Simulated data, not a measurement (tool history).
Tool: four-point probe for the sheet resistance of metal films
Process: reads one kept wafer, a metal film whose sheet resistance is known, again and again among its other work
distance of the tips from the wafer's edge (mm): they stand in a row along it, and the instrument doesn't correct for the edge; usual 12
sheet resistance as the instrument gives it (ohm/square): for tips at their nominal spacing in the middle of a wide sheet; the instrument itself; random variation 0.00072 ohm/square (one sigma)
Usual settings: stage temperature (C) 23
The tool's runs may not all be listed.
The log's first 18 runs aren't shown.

run,hour,stage temperature (C),distance of the tips from the wafer's edge (mm),sheet resistance as the instrument gives it (ohm/square)
19,1540.1,28,10,3.615267
20,1594.8,28,10,3.616342
# hour 1623.6: stage's thermometer calibrated
21,1669.1,28,10,3.613165
22,1760.5,27,38,3.606819
23,1828.8,29,11,3.607420
24,1916.3,25,23,3.611460
25,1976.5,19,4,3.673407
26,2035.2,29,4,3.648302
27,2132.6,29,4,3.646862
28,2236.9,23,62,3.613547
29,2347.5,24,73,3.608439
# hour 2353.1: stage's thermometer calibrated, once more
30,2455.7,35,73,3.591227
31,2555.7,23,5,3.647037
32,2659.5,23,5,3.647479
33,2741.6,24,47,3.612219
34,2826.4,22,12,3.620379
35,2946.2,22,12,3.620073
# hour 3016.1: new probe head fitted
36,3074.2,19,13,3.629996
37,3164.3,19,13,3.629388
38,3248.8,19,13,3.629385
39,3348.2,22,52,3.616437

The next listed run, before its measurement:
40,3450.5,27,9,?

{"run 40": {"sheet resistance as the instrument gives it (ohm/square)": 3.614113}}
Without the tool's hidden state the same run would have given sheet resistance as the instrument gives it (ohm/square) 3.615206.

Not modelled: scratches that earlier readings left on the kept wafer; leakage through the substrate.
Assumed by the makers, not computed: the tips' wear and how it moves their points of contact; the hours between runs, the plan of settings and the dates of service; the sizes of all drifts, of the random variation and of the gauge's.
